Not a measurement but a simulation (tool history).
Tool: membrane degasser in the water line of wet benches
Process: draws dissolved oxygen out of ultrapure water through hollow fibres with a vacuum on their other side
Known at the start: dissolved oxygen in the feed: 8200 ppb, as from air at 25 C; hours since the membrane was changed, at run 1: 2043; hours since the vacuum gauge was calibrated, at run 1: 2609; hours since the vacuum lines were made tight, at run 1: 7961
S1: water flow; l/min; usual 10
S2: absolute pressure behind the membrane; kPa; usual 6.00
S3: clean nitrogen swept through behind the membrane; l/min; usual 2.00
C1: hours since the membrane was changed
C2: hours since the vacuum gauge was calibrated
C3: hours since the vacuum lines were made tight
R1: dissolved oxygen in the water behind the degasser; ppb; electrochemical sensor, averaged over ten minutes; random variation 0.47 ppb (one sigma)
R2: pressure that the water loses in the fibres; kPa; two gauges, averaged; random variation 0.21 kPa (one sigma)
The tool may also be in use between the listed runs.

run 1 hour=0.0 | S1=10 S2=6.00 S3=2.00 | C1=2043 C2=2609 C3=7961 | R1=35.7 R2=49.90
run 2 hour=39.6 | S1=10 S2=6.00 S3=2.00 | C1=2083 C2=2648 C3=8001 | R1=37.2 R2=50.12
run 3 hour=63.5 | S1=10 S2=6.00 S3=2.00 | C1=2107 C2=2672 C3=8025 | R1=36.2 R2=49.65
run 4 hour=109.7 | S1=10 S2=5.06 S3=2.00 | C1=2153 C2=2718 C3=8071 | R1=25.3 R2=49.97
run 5 hour=156.7 | S1=14 S2=6.00 S3=2.00 | C1=2200 C2=2765 C3=8118 | R1=61.3 R2=69.55
run 6 hour=190.6 | S1=7 S2=6.00 S3=2.00 | C1=2234 C2=2799 C3=8152 | R1=24.0 R2=35.23
run 7 hour=228.1 | S1=10 S2=6.00 S3=2.00 | C1=2271 C2=2837 C3=8189 | R1=36.3 R2=50.02
run 8 hour=259.5 | S1=10 S2=6.00 S3=2.76 | C1=2303 C2=2868 C3=8221 | R1=27.4 R2=50.16
run 9 hour=305.6 | S1=10 S2=6.00 S3=2.76 | C1=2349 C2=2914 C3=8267 | R1=26.9 R2=50.10
run 10 hour=327.5 | S1=10 S2=6.00 S3=2.76 | C1=2371 C2=2936 C3=8289 | R1=27.7 R2=50.23
run 11 hour=354.7 | S1=10 S2=6.00 S3=2.76 | C1=2398 C2=2963 C3=8316 | R1=27.8 R2=50.57
run 12 hour=407.0 | S1=10 S2=6.00 S3=0.81 | C1=2450 C2=3016 C3=8368 | R1=82.7 R2=50.04
run 13 hour=434.0 | S1=10 S2=6.00 S3=1.42 | C1=2477 C2=3043 C3=8395 | R1=49.5 R2=50.56
run 14 hour=482.8 | S1=10 S2=6.00 S3=1.42 | C1=2526 C2=3091 C3=8444 | R1=49.8 R2=50.28
run 15 hour=533.3 | S1=10 S2=6.00 S3=1.42 | C1=2577 C2=3142 C3=8495 | R1=50.4 R2=50.90
run 16 hour=572.3 | S1=10 S2=6.00 S3=1.42 | C1=2616 C2=3181 C3=8534 | R1=50.4 R2=50.83
run 17 hour=619.8 | S1=9 S2=5.58 S3=3.06 | C1=2663 C2=3228 C3=8581 | R1=18.9 R2=45.60
run 18 hour=643.5 | S1=16 S2=10.84 S3=1.05 | C1=2687 C2=3252 C3=8605 | R1=284.9 R2=81.15
run 19 hour=670.3 | S1=16 S2=10.84 S3=1.05 | C1=2714 C2=3279 C3=8632 | R1=284.5 R2=81.18
run 20 hour=703.6 | S1=16 S2=10.84 S3=1.05 | C1=2747 C2=3312 C3=8665 | R1=287.4 R2=81.83
run 21 hour=747.3 | S1=10 S2=5.15 S3=2.00 | C1=2791 C2=3356 C3=8709 | R1=26.0 R2=51.00
run 22 hour=772.7 | S1=16 S2=3.84 S3=2.00 | C1=2816 C2=3381 C3=8734 | R1=40.5 R2=81.53
run 23 hour=801.8 | S1=6 S2=3.84 S3=5.40 | C1=2845 C2=3410 C3=8763 | R1=2.2 R2=30.45
-- hour=814.1 seals of the vacuum lines changed
run 24 hour=837.3 | S1=6 S2=3.84 S3=5.40 | C1=2879 C2=3444 C3=23 | R1=1.4 R2=30.72
run 25 hour=866.0 | S1=6 S2=3.84 S3=5.40 | C1=2907 C2=3472 C3=52 | R1=1.8 R2=30.85
run 26 hour=895.1 | S1=13 S2=4.07 S3=3.86 | C1=2936 C2=3502 C3=81 | R1=17.6 R2=66.72
-- hour=935.8 gauge calibrated
run 27 hour=942.5 | S1=6 S2=12.73 S3=2.00 | C1=2984 C2=3549 C3=128 | R1=71.5 R2=30.36
run 28 hour=975.2 | S1=8 S2=4.16 S3=1.36 | C1=3017 C2=3582 C3=161 | R1=14.3 R2=40.32
run 29 hour=1025.1 | S1=8 S2=4.16 S3=1.36 | C1=3066 C2=3632 C3=211 | R1=14.5 R2=40.23
run 30 hour=1074.1 | S1=9 S2=4.16 S3=1.37 | C1=3115 C2=3681 C3=260 | R1=16.5 R2=45.12
run 31 hour=1121.5 | S1=9 S2=4.16 S3=1.37 | C1=3163 C2=3728 C3=307 | R1=16.3 R2=45.17
run 32 hour=1154.3 | S1=10 S2=5.79 S3=2.00 | C1=3196 C2=3761 C3=340 | R1=33.0 R2=50.14

Forecast each of these 4 alternatives for the next run:
run A hour=1185.3 | S1=6 S2=4.19 S3=4.22 | C1=3227 C2=3792 C3=371 | R1=? R2=?
run B hour=1185.3 | S1=10 S2=4.45 S3=2.00 | C1=3227 C2=3792 C3=371 | R1=? R2=?
run C hour=1185.3 | S1=7 S2=5.79 S3=2.00 | C1=3227 C2=3792 C3=371 | R1=? R2=?
run D hour=1185.3 | S1=11 S2=3.84 S3=4.05 | C1=3227 C2=3792 C3=371 | R1=? R2=?

run=A R1=3.3 R2=30.16
run=B R1=18.3 R2=50.16
run=C R1=22.4 R2=35.28
run=D R1=8.4 R2=54.85
Without the tool's hidden state the same runs would have given:
run=A R1=3.3 R2=29.92
run=B R1=18.2 R2=49.77
run=C R1=22.3 R2=35.01
run=D R1=8.3 R2=54.43

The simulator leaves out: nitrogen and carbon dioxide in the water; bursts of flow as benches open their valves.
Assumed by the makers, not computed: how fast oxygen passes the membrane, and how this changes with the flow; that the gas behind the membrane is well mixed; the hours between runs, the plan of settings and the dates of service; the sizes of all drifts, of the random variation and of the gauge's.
